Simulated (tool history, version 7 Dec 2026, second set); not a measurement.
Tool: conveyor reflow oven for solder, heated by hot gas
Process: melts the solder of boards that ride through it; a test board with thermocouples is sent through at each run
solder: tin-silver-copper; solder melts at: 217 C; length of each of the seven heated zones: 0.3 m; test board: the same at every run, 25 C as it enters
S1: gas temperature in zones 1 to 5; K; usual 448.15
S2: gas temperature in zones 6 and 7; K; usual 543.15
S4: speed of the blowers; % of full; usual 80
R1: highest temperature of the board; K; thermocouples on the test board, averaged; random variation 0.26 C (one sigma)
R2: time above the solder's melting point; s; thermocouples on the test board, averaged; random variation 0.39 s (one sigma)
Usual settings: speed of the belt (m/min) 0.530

{"run": 1, "hour": 0.0, "S1": 448.15, "S2": 543.15, "speed of the belt (m/min)": 0.53, "S4": 80, "R1": 526.35, "R2": 51.6}
{"hour": 54.1, "done": "thermocouples of zones 6 and 7 changed"}
{"run": 2, "hour": 80.0, "S1": 434.15, "S2": 543.15, "speed of the belt (m/min)": 0.53, "S4": 80, "R1": 523.15, "R2": 45.2}
{"run": 3, "hour": 113.9, "S1": 448.15, "S2": 543.15, "speed of the belt (m/min)": 0.53, "S4": 80, "R1": 525.05, "R2": 51.8}
{"run": 4, "hour": 155.9, "S1": 448.15, "S2": 543.15, "speed of the belt (m/min)": 0.53, "S4": 80, "R1": 525.45, "R2": 51.6}
{"run": 5, "hour": 232.0, "S1": 448.15, "S2": 543.15, "speed of the belt (m/min)": 0.53, "S4": 80, "R1": 525.15, "R2": 52.0}
{"hour": 293.6, "done": "flux residue cleaned out of gas plates and filters"}
{"run": 6, "hour": 305.8, "S1": 448.15, "S2": 543.15, "speed of the belt (m/min)": 0.53, "S4": 80, "R1": 524.95, "R2": 50.2}
{"run": 7, "hour": 358.3, "S1": 448.15, "S2": 543.15, "speed of the belt (m/min)": 0.53, "S4": 80, "R1": 524.75, "R2": 50.3}
{"run": 8, "hour": 395.7, "S1": 448.15, "S2": 543.15, "speed of the belt (m/min)": 0.53, "S4": 80, "R1": 525.05, "R2": 50.8}
{"hour": 441.9, "done": "flux residue cleaned out of gas plates and filters, once more"}
{"run": 9, "hour": 459.6, "S1": 448.15, "S2": 543.15, "speed of the belt (m/min)": 0.53, "S4": 80, "R1": 526.75, "R2": 52.8}

The next listed run, before its measurement:
{"run": 10, "hour": 507.5, "S1": 448.15, "S2": 553.15, "speed of the belt (m/min)": 0.529, "S4": 80, "R1": "?", "R2": "?"}

Run 10 gave R1 534.85 K, R2 57.6 s.
Without the tool's hidden state the same run would have given R1 533.35 K, R2 55.2 s.
